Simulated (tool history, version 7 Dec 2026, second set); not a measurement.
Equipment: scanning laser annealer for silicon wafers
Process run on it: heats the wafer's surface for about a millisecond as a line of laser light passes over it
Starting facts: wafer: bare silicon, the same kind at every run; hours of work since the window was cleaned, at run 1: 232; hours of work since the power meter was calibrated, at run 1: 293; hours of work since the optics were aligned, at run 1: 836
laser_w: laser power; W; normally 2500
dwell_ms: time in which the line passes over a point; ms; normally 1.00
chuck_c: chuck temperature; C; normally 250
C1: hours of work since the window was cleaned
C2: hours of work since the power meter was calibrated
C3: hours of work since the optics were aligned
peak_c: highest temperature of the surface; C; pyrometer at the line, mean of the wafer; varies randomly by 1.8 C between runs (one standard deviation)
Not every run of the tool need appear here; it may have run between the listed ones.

Run 1, hour 0.0: usual settings; C1 232; C2 293; C3 836. Result: peak_c 957 C.
Run 2, hour 25.7: usual settings but laser_w 2560 W; C1 249; C2 310; C3 852. Result: peak_c 977 C.
Run 3, hour 53.4: usual settings but laser_w 2560 W; C1 267; C2 328; C3 870. Result: peak_c 977 C.
Run 4, hour 94.0: usual settings but laser_w 2560 W; C1 294; C2 355; C3 897. Result: peak_c 974 C.
Run 5, hour 122.3: usual settings but laser_w 2560 W; C1 312; C2 373; C3 915. Result: peak_c 970 C.
Run 6, hour 156.3: usual settings but laser_w 2207 W; C1 334; C2 395; C3 938. Result: peak_c 852 C.
Run 7, hour 189.1: usual settings but laser_w 2207 W; C1 356; C2 417; C3 959. Result: peak_c 850 C.
Run 8, hour 217.7: usual settings but laser_w 2207 W; C1 374; C2 435; C3 978. Result: peak_c 845 C.
At hour 222.7: window over the wafer cleaned.
Run 9, hour 263.2: usual settings but laser_w 2360 W; C1 26; C2 464; C3 1006. Result: peak_c 865 C.
Run 10, hour 310.6: usual settings but chuck_c 231 C; C1 57; C2 494; C3 1037. Result: peak_c 884 C.
Run 11, hour 355.5: usual settings but chuck_c 231 C; C1 87; C2 524; C3 1066. Result: peak_c 879 C.
Run 12, hour 403.8: usual settings but chuck_c 231 C; C1 118; C2 555; C3 1098. Result: peak_c 878 C.
At hour 436.9: window over the wafer cleaned, once more.
Run 13, hour 436.9: usual settings; C1 0; C2 576; C3 1118. Result: peak_c 986 C.
Run 14, hour 474.6: usual settings; C1 25; C2 600; C3 1142. Result: peak_c 976 C.
Run 15, hour 522.1: usual settings; C1 56; C2 631; C3 1173. Result: peak_c 979 C.
Run 16, hour 570.3: usual settings; C1 87; C2 663; C3 1205. Result: peak_c 975 C.
Run 17, hour 613.5: usual settings; C1 115; C2 691; C3 1233. Result: peak_c 973 C.
Run 18, hour 651.9: usual settings but dwell_ms 0.73 ms; C1 140; C2 716; C3 1258. Result: peak_c 860 C.
Run 19, hour 683.9: usual settings but laser_w 2251 W, dwell_ms 0.85 ms, chuck_c 257 C; C1 161; C2 737; C3 1279. Result: peak_c 836 C.
Run 20, hour 707.0: usual settings but laser_w 2251 W, dwell_ms 0.85 ms, chuck_c 257 C; C1 176; C2 752; C3 1294. Result: peak_c 835 C.
Run 21, hour 743.2: usual settings but laser_w 2251 W, dwell_ms 0.85 ms, chuck_c 274 C; C1 200; C2 775; C3 1318. Result: peak_c 847 C.
Run 22, hour 777.0: usual settings but laser_w 2251 W, dwell_ms 0.85 ms, chuck_c 274 C; C1 222; C2 797; C3 1340. Result: peak_c 846 C.
Run 23, hour 817.6: usual settings but laser_w 2251 W, dwell_ms 0.85 ms, chuck_c 274 C; C1 248; C2 824; C3 1366. Result: peak_c 845 C.
Run 24, hour 853.0: usual settings but laser_w 2251 W, dwell_ms 1.18 ms, chuck_c 262 C; C1 271; C2 847; C3 1389. Result: peak_c 937 C.
Run 25, hour 900.0: usual settings but laser_w 2747 W, dwell_ms 0.83 ms, chuck_c 222 C; C1 302; C2 878; C3 1420. Result: peak_c 930 C.
Run 26, hour 945.7: usual settings but laser_w 2167 W, chuck_c 225 C; C1 332; C2 907; C3 1450. Result: peak_c 805 C.
Run 27, hour 967.2: usual settings but laser_w 2582 W, dwell_ms 1.25 ms, chuck_c 220 C; C1 346; C2 921; C3 1464. Result: peak_c 1029 C.
At hour 1017.1: window over the wafer cleaned.
Run 28, hour 1020.3: usual settings but laser_w 2582 W, dwell_ms 1.02 ms, chuck_c 264 C; C1 2; C2 955; C3 1497. Result: peak_c 1038 C.
Run 29, hour 1045.5: usual settings but laser_w 2519 W, dwell_ms 0.78 ms, chuck_c 244 C; C1 19; C2 971; C3 1513. Result: peak_c 892 C.
Run 30, hour 1068.2: usual settings but laser_w 2561 W, dwell_ms 0.85 ms, chuck_c 244 C; C1 33; C2 986; C3 1528. Result: peak_c 933 C.
Run 31, hour 1097.1: usual settings but laser_w 2561 W, dwell_ms 0.85 ms, chuck_c 244 C; C1 52; C2 1005; C3 1547. Result: peak_c 932 C.
Run 32, hour 1145.2: usual settings but laser_w 2561 W, dwell_ms 0.80 ms, chuck_c 244 C; C1 84; C2 1036; C3 1578. Result: peak_c 906 C.
Run 33, hour 1190.3: usual settings; C1 113; C2 1065; C3 1608. Result: peak_c 971 C.
Run 34, hour 1224.0: usual settings; C1 135; C2 1087; C3 1630. Result: peak_c 967 C.
At hour 1240.7: optics aligned, line set to its width.
Run 35, hour 1267.9: usual settings but laser_w 2409 W, dwell_ms 1.08 ms, chuck_c 255 C; C1 160; C2 1113; C3 18. Result: peak_c 974 C.

The same runs without the tool's hidden state, with the same run-to-run variation:
Hidden state at play: light that passes the window, % of a clean one's; laser's true power over the reading, %; width of the line over the set one, %; drift of the gauge itself on peak_c, C.
run  peak_c
  1     988
  2    1011
  3    1013
  4    1013
  5    1012
  6     889
  7     890
  8     887
  9     943
 10     971
 11     969
 12     972
 13     990
 14     984
 15     991
 16     991
 17     992
 18     879
 19     857
 20     857
 21     872
 22     873
 23     875
 24     975
 25     975
 26     845
 27    1086
 28    1044
 29     899
 30     942
 31     943
 32     920
 33     990
 34     989
 35     996
